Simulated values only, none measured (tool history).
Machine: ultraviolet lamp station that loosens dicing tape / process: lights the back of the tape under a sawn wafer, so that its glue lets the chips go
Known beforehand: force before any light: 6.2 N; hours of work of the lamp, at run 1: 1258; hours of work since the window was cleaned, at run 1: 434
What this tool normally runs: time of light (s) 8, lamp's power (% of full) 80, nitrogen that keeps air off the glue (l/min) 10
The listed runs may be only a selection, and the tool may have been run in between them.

run,hour,time of light (s),lamp's power (% of full),nitrogen that keeps air off the glue (l/min),hours of work of the lamp,hours of work since the window was cleaned,force that peels the tape off (N),light that reached the tape (mJ/cm²)
1,0.0,8,80,10,1258,434,0.270,247
2,75.9,8,80,10,1309,485,0.290,239
3,135.8,8,70,10,1349,525,0.425,202
4,170.2,8,80,10,1372,548,0.315,233
# hour 181.5: window cleaned of glue's vapour
5,216.2,8,63,10,1402,23,0.777,152
6,268.6,8,80,10,1437,58,0.504,193
# hour 303.9: lamp changed
7,353.2,8,61,10,33,114,0.552,182
8,406.8,8,80,10,69,149,0.304,240
9,467.9,8,80,10,109,190,0.309,234
10,531.2,5,80,7,151,232,1.145,143
11,591.8,10,80,10,192,272,0.199,271
# hour 627.0: window cleaned of glue's vapour, once more
12,664.3,11,80,10,240,25,0.083,460
13,706.8,6,80,3,268,53,0.755,243
14,753.5,6,80,3,299,84,0.824,243
15,808.6,4,81,3,336,121,1.514,162

5 options for the next run, each taken on its own from the tool as it stands now. Forecast them:
A,853.4,5,80,9,366,151,?,?
B,853.4,12,67,3,366,151,?,?
C,853.4,11,71,10,366,151,?,?
D,853.4,14,80,4,366,151,?,?
E,853.4,10,96,13,366,151,?,?

run,force that peels the tape off (N),light that reached the tape (mJ/cm²)
A,0.505,198
B,0.246,392
C,0.101,382
D,0.091,559
E,0.075,474
Had the tool no hidden state, the same runs would have come out as:
run,force that peels the tape off (N),light that reached the tape (mJ/cm²)
A,0.386,222
B,0.180,441
C,0.088,429
D,0.078,628
E,0.073,533

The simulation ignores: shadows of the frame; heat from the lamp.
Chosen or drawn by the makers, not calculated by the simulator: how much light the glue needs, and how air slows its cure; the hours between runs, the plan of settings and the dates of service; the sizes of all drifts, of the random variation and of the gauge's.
